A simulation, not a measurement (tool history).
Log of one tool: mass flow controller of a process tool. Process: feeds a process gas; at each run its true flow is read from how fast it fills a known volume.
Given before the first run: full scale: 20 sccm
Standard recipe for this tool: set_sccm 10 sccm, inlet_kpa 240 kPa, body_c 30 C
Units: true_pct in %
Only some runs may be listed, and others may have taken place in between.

run    hour  set_sccm  inlet_kpa  body_c  true_pct
  1       0        10        240      30     98.15
  2   287.8        10        240      30     98.38
  3   546.8        10        240      30     98.32
  4   813.2        10        240      36     98.06
  5  1011.1        10        240      30     98.44
  6    1239        10        240      30     98.49
  7  1445.4        10        240      30     98.65
  8  1620.2         3        240      30     97.51
  9    1903         2        266      37     97.04
 10  2127.6        10        169      32     98.41
 11  2507.6         3        169      20     98.53
 12  2885.6         3        261      36     97.41
 13  3078.8         3        261      36     97.58

Each row is a separate what-if for the run after 13, all from the same tool condition, not one after another. Results?
  A  3304.5        13        227      39         ?
  B  3304.5         3        159      36         ?
  C  3304.5         4        176      35         ?
  D  3304.5         3        221      36         ?
  E  3304.5         4        261      22         ?

run  true_pct
  A      98.7
  B     97.56
  C     97.54
  D     97.53
  E     98.92
Without the tool's hidden state the same runs would have given:
run  true_pct
  A     97.83
  B     96.69
  C     96.67
  D     96.66
  E     98.05

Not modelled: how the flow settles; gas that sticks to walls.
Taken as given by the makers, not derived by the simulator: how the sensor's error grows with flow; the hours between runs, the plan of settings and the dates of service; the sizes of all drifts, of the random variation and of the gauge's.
